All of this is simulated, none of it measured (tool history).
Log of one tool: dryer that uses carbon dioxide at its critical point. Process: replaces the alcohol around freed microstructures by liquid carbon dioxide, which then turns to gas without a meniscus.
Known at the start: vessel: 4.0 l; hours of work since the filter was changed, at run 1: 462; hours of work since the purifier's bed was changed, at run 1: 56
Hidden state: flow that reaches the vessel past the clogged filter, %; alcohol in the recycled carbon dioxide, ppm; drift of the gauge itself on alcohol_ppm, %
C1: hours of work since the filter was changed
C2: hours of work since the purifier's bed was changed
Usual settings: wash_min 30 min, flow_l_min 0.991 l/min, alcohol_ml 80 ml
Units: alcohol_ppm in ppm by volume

Run 1, day 0.000: usual settings; C1 462; C2 56. Result: alcohol_ppm 63 ppm by volume.
Run 2, day 0.400: usual settings; C1 466; C2 60. Result: alcohol_ppm 54 ppm by volume.
Run 3, day 0.721: usual settings but flow_l_min 0.921 l/min; C1 469; C2 63. Result: alcohol_ppm 92 ppm by volume.
Run 4, day 1.029: usual settings but flow_l_min 0.921 l/min; C1 472; C2 66. Result: alcohol_ppm 88 ppm by volume.
Run 5, day 1.446: usual settings but flow_l_min 0.921 l/min; C1 476; C2 70. Result: alcohol_ppm 77 ppm by volume.
Run 6, day 1.912: usual settings; C1 480; C2 75. Result: alcohol_ppm 66 ppm by volume.
Run 7, day 2.262: usual settings; C1 484; C2 78. Result: alcohol_ppm 63 ppm by volume.
Run 8, day 2.658: usual settings; C1 488; C2 82. Result: alcohol_ppm 67 ppm by volume.
Run 9, day 2.925: usual settings; C1 490; C2 84. Result: alcohol_ppm 68 ppm by volume.
Run 10, day 3.188: usual settings; C1 493; C2 87. Result: alcohol_ppm 66 ppm by volume.
Run 11, day 3.475: usual settings; C1 495; C2 90. Result: alcohol_ppm 55 ppm by volume.
Run 12, day 3.708: usual settings; C1 498; C2 92. Result: alcohol_ppm 64 ppm by volume.
Run 13, day 4.121: usual settings but wash_min 20 min; C1 502; C2 96. Result: alcohol_ppm 395 ppm by volume.
Run 14, day 4.492: usual settings but wash_min 20 min; C1 505; C2 100. Result: alcohol_ppm 389 ppm by volume.
Run 15, day 4.867: usual settings but wash_min 20 min; C1 509; C2 103. Result: alcohol_ppm 409 ppm by volume.
Run 16, day 5.242: usual settings but wash_min 20 min, alcohol_ml 55 ml; C1 513; C2 107. Result: alcohol_ppm 276 ppm by volume.
Run 17, day 5.604: usual settings but flow_l_min 1.644 l/min; C1 516; C2 110. Result: alcohol_ppm 12 ppm by volume.
Run 18, day 5.971: usual settings; C1 520; C2 114. Result: alcohol_ppm 74 ppm by volume.
Run 19, day 6.329: usual settings; C1 523; C2 118. Result: alcohol_ppm 76 ppm by volume.
Run 20, day 6.792: usual settings; C1 528; C2 122. Result: alcohol_ppm 77 ppm by volume.
Run 21, day 7.154: usual settings; C1 531; C2 126. Result: alcohol_ppm 67 ppm by volume.
At day 7.533: inlet filter changed.
Run 22, day 7.679: usual settings but flow_l_min 0.717 l/min; C1 1; C2 130. Result: alcohol_ppm 131 ppm by volume.
Run 23, day 7.896: usual settings but wash_min 18 min, alcohol_ml 25 ml; C1 4; C2 132. Result: alcohol_ppm 105 ppm by volume.
Run 24, day 8.229: usual settings but wash_min 36 min, alcohol_ml 101 ml; C1 7; C2 136. Result: alcohol_ppm 21 ppm by volume.
Run 25, day 8.750: usual settings but wash_min 37 min, flow_l_min 0.674 l/min, alcohol_ml 99 ml; C1 12; C2 141. Result: alcohol_ppm 88 ppm by volume.
Run 26, day 9.012: usual settings but wash_min 37 min, flow_l_min 0.674 l/min, alcohol_ml 99 ml; C1 14; C2 143. Result: alcohol_ppm 88 ppm by volume.
Run 27, day 9.462: usual settings but flow_l_min 1.309 l/min; C1 19; C2 148. Result: alcohol_ppm 24 ppm by volume.
Run 28, day 9.817: usual settings but wash_min 31 min, flow_l_min 1.309 l/min, alcohol_ml 66 ml; C1 22; C2 151. Result: alcohol_ppm 18 ppm by volume.
Run 29, day 10.146: usual settings but wash_min 39 min, flow_l_min 0.607 l/min, alcohol_ml 24 ml; C1 25; C2 154. Result: alcohol_ppm 35 ppm by volume.
Run 30, day 10.433: usual settings but wash_min 39 min, flow_l_min 0.607 l/min, alcohol_ml 24 ml; C1 28; C2 157. Result: alcohol_ppm 41 ppm by volume.
Run 31, day 10.925: usual settings but wash_min 39 min, flow_l_min 0.607 l/min, alcohol_ml 24 ml; C1 33; C2 162. Result: alcohol_ppm 37 ppm by volume.
Run 32, day 11.217: usual settings but flow_l_min 0.844 l/min; C1 36; C2 165. Result: alcohol_ppm 68 ppm by volume.
Run 33, day 11.608: usual settings but wash_min 47 min, flow_l_min 1.211 l/min, alcohol_ml 35 ml; C1 40; C2 169. Result: alcohol_ppm 22 ppm by volume.
Run 34, day 11.967: usual settings but wash_min 19 min, alcohol_ml 38 ml; C1 43; C2 172. Result: alcohol_ppm 143 ppm by volume.
Run 35, day 12.321: usual settings but wash_min 19 min, alcohol_ml 38 ml; C1 47; C2 175. Result: alcohol_ppm 146 ppm by volume.

4 ways to go on from here, each from the tool as it stands after run 35. What would each give?
Run A, day 12.771: usual settings but wash_min 40 min, flow_l_min 0.920 l/min, alcohol_ml 23 ml; C1 51; C2 180. Result: alcohol_ppm ?.
Run B, day 12.771: usual settings but wash_min 38 min, flow_l_min 0.828 l/min, alcohol_ml 62 ml; C1 51; C2 180. Result: alcohol_ppm ?.
Run C, day 12.771: usual settings but wash_min 35 min, flow_l_min 1.541 l/min, alcohol_ml 31 ml; C1 51; C2 180. Result: alcohol_ppm ?.
Run D, day 12.771: usual settings but wash_min 28 min, alcohol_ml 39 ml; C1 51; C2 180. Result: alcohol_ppm ?.

run  alcohol_ppm
  A           15
  B           23
  C           16
  D           36
Without the tool's hidden state the same runs would have given:
run  alcohol_ppm
  A            2
  B            9
  C            3
  D           22
